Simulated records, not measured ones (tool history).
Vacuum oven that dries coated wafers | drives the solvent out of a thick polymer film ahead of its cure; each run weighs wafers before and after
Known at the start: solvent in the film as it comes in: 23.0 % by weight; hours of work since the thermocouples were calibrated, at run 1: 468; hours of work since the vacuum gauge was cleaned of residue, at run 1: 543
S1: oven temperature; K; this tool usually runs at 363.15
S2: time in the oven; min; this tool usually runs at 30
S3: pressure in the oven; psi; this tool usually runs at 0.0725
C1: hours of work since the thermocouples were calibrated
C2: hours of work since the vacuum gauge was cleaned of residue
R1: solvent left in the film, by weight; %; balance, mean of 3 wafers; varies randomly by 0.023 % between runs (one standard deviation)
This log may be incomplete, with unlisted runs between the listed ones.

run 1 day=0.000 | S1=363.15 S2=30 S3=0.0725 | C1=468 C2=543 | R1=2.64
run 2 day=0.383 | S1=363.15 S2=30 S3=0.0725 | C1=474 C2=550 | R1=2.58
run 3 day=0.679 | S1=363.15 S2=30 S3=0.0725 | C1=479 C2=555 | R1=2.61
run 4 day=1.188 | S1=363.15 S2=30 S3=0.0725 | C1=488 C2=564 | R1=2.63
run 5 day=1.717 | S1=363.15 S2=30 S3=0.0725 | C1=497 C2=573 | R1=2.61
run 6 day=2.071 | S1=363.15 S2=30 S3=0.0725 | C1=503 C2=579 | R1=2.61
run 7 day=2.350 | S1=363.15 S2=30 S3=0.0725 | C1=508 C2=584 | R1=2.61
run 8 day=3.012 | S1=353.15 S2=30 S3=0.0725 | C1=520 C2=595 | R1=6.11
run 9 day=3.533 | S1=353.15 S2=30 S3=0.0725 | C1=529 C2=604 | R1=6.04
run 10 day=4.071 | S1=353.15 S2=30 S3=0.0725 | C1=538 C2=614 | R1=6.08
run 11 day=4.542 | S1=363.15 S2=54 S3=0.0725 | C1=546 C2=622 | R1=0.97
run 12 day=4.983 | S1=363.15 S2=30 S3=0.2682 | C1=554 C2=629 | R1=3.84
run 13 day=5.258 | S1=369.15 S2=30 S3=0.0725 | C1=558 C2=634 | R1=1.33
run 14 day=5.738 | S1=355.15 S2=30 S3=0.0725 | C1=567 C2=643 | R1=5.24
run 15 day=6.146 | S1=363.15 S2=30 S3=0.0780 | C1=574 C2=650 | R1=2.64
run 16 day=6.521 | S1=363.15 S2=30 S3=0.0725 | C1=580 C2=656 | R1=2.63
run 17 day=7.021 | S1=363.15 S2=30 S3=0.0725 | C1=589 C2=665 | R1=2.64
run 18 day=7.321 | S1=363.15 S2=30 S3=0.0725 | C1=594 C2=670 | R1=2.61
run 19 day=7.850 | S1=363.15 S2=30 S3=0.2490 | C1=603 C2=679 | R1=3.75
run 20 day=8.325 | S1=363.15 S2=30 S3=0.2490 | C1=611 C2=687 | R1=3.74
run 21 day=8.604 | S1=363.15 S2=30 S3=0.2490 | C1=616 C2=692 | R1=3.73
run 22 day=9.258 | S1=363.15 S2=30 S3=0.2490 | C1=628 C2=703 | R1=3.69
run 23 day=9.804 | S1=363.15 S2=30 S3=0.2490 | C1=637 C2=713 | R1=3.67
-- day=9.900 vacuum gauge cleaned of residue and calibrated
run 24 day=10.500 | S1=359.15 S2=19 S3=0.0674 | C1=648 C2=10 | R1=6.64
run 25 day=11.183 | S1=368.15 S2=22 S3=0.0441 | C1=660 C2=22 | R1=2.53
run 26 day=11.621 | S1=354.15 S2=23 S3=0.0524 | C1=667 C2=30 | R1=7.31
run 27 day=12.150 | S1=350.15 S2=30 S3=0.0922 | C1=676 C2=39 | R1=7.64
-- day=12.358 vacuum gauge cleaned of residue and calibrated, once more
run 28 day=12.567 | S1=369.15 S2=30 S3=0.2808 | C1=683 C2=4 | R1=2.33
run 29 day=12.854 | S1=356.15 S2=15 S3=0.2808 | C1=688 C2=9 | R1=10.33
run 30 day=13.279 | S1=356.15 S2=15 S3=0.2808 | C1=695 C2=16 | R1=10.50
run 31 day=13.829 | S1=356.15 S2=15 S3=0.1169 | C1=705 C2=25 | R1=9.44
run 32 day=14.404 | S1=374.15 S2=15 S3=0.1252 | C1=714 C2=35 | R1=2.94
run 33 day=14.850 | S1=374.15 S2=15 S3=0.1252 | C1=722 C2=43 | R1=2.92
run 34 day=15.488 | S1=361.15 S2=15 S3=0.1123 | C1=733 C2=54 | R1=7.39
run 35 day=16.121 | S1=361.15 S2=15 S3=0.1123 | C1=744 C2=65 | R1=7.39
run 36 day=16.425 | S1=364.15 S2=18 S3=0.1123 | C1=749 C2=70 | R1=5.07
run 37 day=16.850 | S1=366.15 S2=18 S3=0.0663 | C1=757 C2=78 | R1=4.11
run 38 day=17.383 | S1=366.15 S2=18 S3=0.0663 | C1=766 C2=87 | R1=4.15
run 39 day=17.729 | S1=376.15 S2=53 S3=0.0692 | C1=772 C2=93 | R1=0.26
run 40 day=18.404 | S1=375.15 S2=36 S3=0.0410 | C1=784 C2=105 | R1=0.27
run 41 day=18.854 | S1=375.15 S2=36 S3=0.0410 | C1=791 C2=112 | R1=0.30
run 42 day=19.450 | S1=351.15 S2=20 S3=0.0669 | C1=802 C2=123 | R1=9.27
run 43 day=19.867 | S1=351.15 S2=20 S3=0.0669 | C1=809 C2=130 | R1=9.22
run 44 day=20.271 | S1=364.15 S2=20 S3=0.0669 | C1=816 C2=137 | R1=4.19
run 45 day=20.800 | S1=364.15 S2=20 S3=0.0669 | C1=825 C2=146 | R1=4.20
run 46 day=21.342 | S1=371.15 S2=50 S3=0.1358 | C1=834 C2=155 | R1=0.75

Consider 4 possible next runs. They are alternatives, not a sequence: every one starts from the tool as it was left by run 46. What does each give?
run A day=21.962 | S1=357.15 S2=49 S3=0.2856 | C1=845 C2=166 | R1=?
run B day=21.962 | S1=371.15 S2=50 S3=0.0425 | C1=845 C2=166 | R1=?
run C day=21.962 | S1=353.15 S2=50 S3=0.1358 | C1=845 C2=166 | R1=?
run D day=21.962 | S1=363.15 S2=30 S3=0.0740 | C1=845 C2=166 | R1=?

run=A R1=3.72
run=B R1=0.30
run=C R1=3.59
run=D R1=2.42
What these runs would have given with no unlogged condition in the tool:
run=A R1=3.87
run=B R1=0.30
run=C R1=3.76
run=D R1=2.57
